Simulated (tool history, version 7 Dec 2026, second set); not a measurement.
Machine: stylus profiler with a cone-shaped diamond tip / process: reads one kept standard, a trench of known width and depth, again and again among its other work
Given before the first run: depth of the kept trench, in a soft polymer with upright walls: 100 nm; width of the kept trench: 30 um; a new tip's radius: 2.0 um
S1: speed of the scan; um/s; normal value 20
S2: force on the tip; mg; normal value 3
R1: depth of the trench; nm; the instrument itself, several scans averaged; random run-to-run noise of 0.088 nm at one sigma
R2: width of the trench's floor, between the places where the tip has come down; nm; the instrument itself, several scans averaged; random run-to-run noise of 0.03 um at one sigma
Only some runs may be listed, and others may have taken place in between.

run   hour  S1    S2      R1     R2
  1      0  20     3  101.48  28700
  2   17.1  24     3  101.44  28670
  3   28.4  36     3  101.43  28640
  4   55.1  36     3  101.59  28600
  5   71.9  36     3   101.4  28560
  6     96  36     3  101.44  28570
  7  117.1  36     3   101.5  28580
  8  129.2  36     3  101.44  28560
  9    152  36     3  101.61  28540
 10  171.4  20     3  101.47  28680
 11  184.7  20     3   101.5  28630
 12  209.6  20     3   101.8  28590
 13  220.8  20     3  101.56  28690
 14  236.2  52     3  101.53  28550
 15  261.7  23     3  101.58  28640
 16  273.2  20  5.24  102.19  28710
 17  297.8  15  5.24  102.27  28630
 18  309.5  62  5.24  102.13  28550
 19  325.3  62  5.24  102.16  28550
 20  337.6  62  5.24  102.16  28500
 21  349.2  62  5.24   102.2  28500
 22  369.1  16     3  101.52  28630
 23  389.7  16     3  101.42  28670
 24  406.8  33  1.79  101.12  28530
 25  426.8  33  1.79  101.07  28520
 26  450.2  26     3  101.52  28630
 27    461  20   6.2  102.37  28680
 28  475.6   6  2.44  101.32  28690
 29  486.9  22  8.35  103.01  28680
 30  502.8  22  8.35  102.86  28720
 31    516  24  1.67  101.09  28640
 32  530.7   9  5.64   102.2  28750
 33  555.7  23     3  101.62  28630
 34  567.5  23     3  101.39  28700
 35  580.2  61  3.46  101.55  28580
 36  602.4  24  4.85  102.03  28700
 37  624.6  24  4.85  101.91  28720
 38  643.9  33  1.17  100.72  28540
 39    667  34  4.46  102.04  28600
 40  678.1   7  4.39  101.92  28690
 41  702.3  20  2.65   101.4  28660
 42  727.8  20  2.65  101.32  28700
 43  753.5  70  2.86  101.27  28490
 44  772.6   9  3.34  101.61  28710
 45  785.8  70  1.09   100.8  28280
 46  804.3  70  1.09  100.63  28340

Between the runs listed above, the log contained 1 entry, not reproduced here. Where in the sequence does each belong, and how does what the log doesn't record of the tool's condition differ from the listed run before to the listed run after?
Between runs 31 and 32: new tip fitted, height scale calibrated (hour 528.2)
  radius of the tip, um: 2.09 -> 2; height scale over the true one, %: 0.016 -> 0
  the result without the hidden state subtracted from the measured one, R2: -30 -> +0 nm
